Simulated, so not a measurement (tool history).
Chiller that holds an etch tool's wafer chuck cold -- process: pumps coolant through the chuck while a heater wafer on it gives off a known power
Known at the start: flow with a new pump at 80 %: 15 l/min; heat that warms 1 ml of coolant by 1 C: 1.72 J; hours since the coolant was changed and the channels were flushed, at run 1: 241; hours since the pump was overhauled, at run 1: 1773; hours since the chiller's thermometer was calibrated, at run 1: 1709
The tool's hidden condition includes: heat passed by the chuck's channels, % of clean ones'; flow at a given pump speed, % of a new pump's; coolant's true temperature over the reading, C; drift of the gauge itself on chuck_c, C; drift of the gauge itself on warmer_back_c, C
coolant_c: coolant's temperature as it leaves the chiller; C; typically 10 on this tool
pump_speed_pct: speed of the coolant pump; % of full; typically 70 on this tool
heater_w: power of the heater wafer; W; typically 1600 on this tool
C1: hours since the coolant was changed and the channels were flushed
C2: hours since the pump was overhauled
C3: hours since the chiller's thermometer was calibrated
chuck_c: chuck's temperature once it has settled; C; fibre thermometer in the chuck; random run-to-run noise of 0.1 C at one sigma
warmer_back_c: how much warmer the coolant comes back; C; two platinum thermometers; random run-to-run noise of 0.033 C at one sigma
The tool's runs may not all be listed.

Run 1, hour 0: usual settings; C1 241; C2 1773; C3 1709. Result: chuck_c 30.3 C, warmer_back_c 4.44 C.
Run 2, hour 23.2: usual settings; C1 264; C2 1796; C3 1732. Result: chuck_c 30.5 C, warmer_back_c 4.37 C.
Run 3, hour 69.6: usual settings; C1 310; C2 1843; C3 1778. Result: chuck_c 30.4 C, warmer_back_c 4.42 C.
Run 4, hour 99.4: usual settings but coolant_c 15 C; C1 340; C2 1873; C3 1808. Result: chuck_c 35.4 C, warmer_back_c 4.49 C.
Run 5, hour 125.7: usual settings but heater_w 1076 W; C1 366; C2 1899; C3 1834. Result: chuck_c 23.4 C, warmer_back_c 2.96 C.
Run 6, hour 158.1: usual settings but coolant_c 0 C; C1 399; C2 1931; C3 1867. Result: chuck_c 20.4 C, warmer_back_c 4.46 C.
Run 7, hour 194.3: usual settings but heater_w 1796 W; C1 435; C2 1968; C3 1903. Result: chuck_c 32.9 C, warmer_back_c 5.01 C.
Run 8, hour 220.8: usual settings; C1 462; C2 1994; C3 1930. Result: chuck_c 30.4 C, warmer_back_c 4.48 C.
Run 9, hour 242.8: usual settings; C1 483; C2 2016; C3 1951. Result: chuck_c 30.5 C, warmer_back_c 4.42 C.
Run 10, hour 272.9: usual settings; C1 514; C2 2046; C3 1982. Result: chuck_c 30.6 C, warmer_back_c 4.37 C.
Run 11, hour 309.8: usual settings; C1 551; C2 2083; C3 2019. Result: chuck_c 30.5 C, warmer_back_c 4.44 C.
Run 12, hour 353.8: usual settings; C1 595; C2 2127; C3 2063. Result: chuck_c 30.5 C, warmer_back_c 4.46 C.
Run 13, hour 399.7: usual settings; C1 640; C2 2173; C3 2108. Result: chuck_c 30.7 C, warmer_back_c 4.5 C.
Run 14, hour 437.3: usual settings; C1 678; C2 2211; C3 2146. Result: chuck_c 30.7 C, warmer_back_c 4.48 C.
Run 15, hour 480.8: usual settings; C1 722; C2 2254; C3 2190. Result: chuck_c 30.7 C, warmer_back_c 4.44 C.
Run 16, hour 508.5: usual settings; C1 749; C2 2282; C3 2217. Result: chuck_c 30.8 C, warmer_back_c 4.48 C.
Run 17, hour 551.8: usual settings; C1 793; C2 2325; C3 2261. Result: chuck_c 30.6 C, warmer_back_c 4.42 C.
Run 18, hour 589.1: usual settings but coolant_c 1 C, pump_speed_pct 86 % of full, heater_w 1257 W; C1 830; C2 2362; C3 2298. Result: chuck_c 15.2 C, warmer_back_c 2.83 C.
Run 19, hour 635.7: usual settings but coolant_c 6 C, pump_speed_pct 80 % of full, heater_w 1257 W; C1 876; C2 2409; C3 2344. Result: chuck_c 20.7 C, warmer_back_c 3.01 C.
Run 20, hour 679.1: usual settings but coolant_c 12 C, pump_speed_pct 79 % of full, heater_w 814 W; C1 920; C2 2452; C3 2388. Result: chuck_c 21.6 C, warmer_back_c 1.98 C.
Run 21, hour 709.3: usual settings but pump_speed_pct 97 % of full, heater_w 1308 W; C1 950; C2 2483; C3 2418. Result: chuck_c 23.6 C, warmer_back_c 2.57 C.
Run 22, hour 733.8: usual settings but coolant_c 11 C, pump_speed_pct 63 % of full, heater_w 1571 W; C1 975; C2 2507; C3 2443. Result: chuck_c 33.1 C, warmer_back_c 4.94 C.
At hour 747.9: chiller's thermometer calibrated.
Run 23, hour 779.9: usual settings but coolant_c 1 C, pump_speed_pct 95 % of full, heater_w 933 W; C1 1020; C2 2552; C3 32. Result: chuck_c 11 C, warmer_back_c 1.88 C.
Run 24, hour 811.4: usual settings but coolant_c 8 C, heater_w 1555 W; C1 1051; C2 2584; C3 63. Result: chuck_c 28.7 C, warmer_back_c 4.34 C.
Run 25, hour 833.9: usual settings but coolant_c 4 C, pump_speed_pct 75 % of full, heater_w 1340 W; C1 1074; C2 2606; C3 86. Result: chuck_c 20.9 C, warmer_back_c 3.55 C.
Run 26, hour 853.1: usual settings but coolant_c 1 C, pump_speed_pct 76 % of full, heater_w 1515 W; C1 1093; C2 2625; C3 105. Result: chuck_c 20.3 C, warmer_back_c 3.91 C.
Run 27, hour 896.7: usual settings but coolant_c 5 C, pump_speed_pct 83 % of full, heater_w 1392 W; C1 1136; C2 2669; C3 149. Result: chuck_c 21.8 C, warmer_back_c 3.26 C.
Run 28, hour 936.2: usual settings but coolant_c 4 C, pump_speed_pct 72 % of full; C1 1176; C2 2708; C3 188. Result: chuck_c 25 C, warmer_back_c 4.38 C.
Run 29, hour 980.7: usual settings but coolant_c 4 C, pump_speed_pct 72 % of full; C1 1220; C2 2753; C3 233. Result: chuck_c 25.1 C, warmer_back_c 4.42 C.

Estimate the outcome of run 30 from the log above:
Run 30, hour 1011.2: usual settings but coolant_c 2 C, pump_speed_pct 61 % of full; C1 1251; C2 2783; C3 263. Result: chuck_c ?, warmer_back_c ?.

{"run 30": {"chuck_c": 25.8, "warmer_back_c": 5.23}}
Had the tool carried no hidden state, the very same run would have given chuck_c 23.9 C, warmer_back_c 4.96 C.
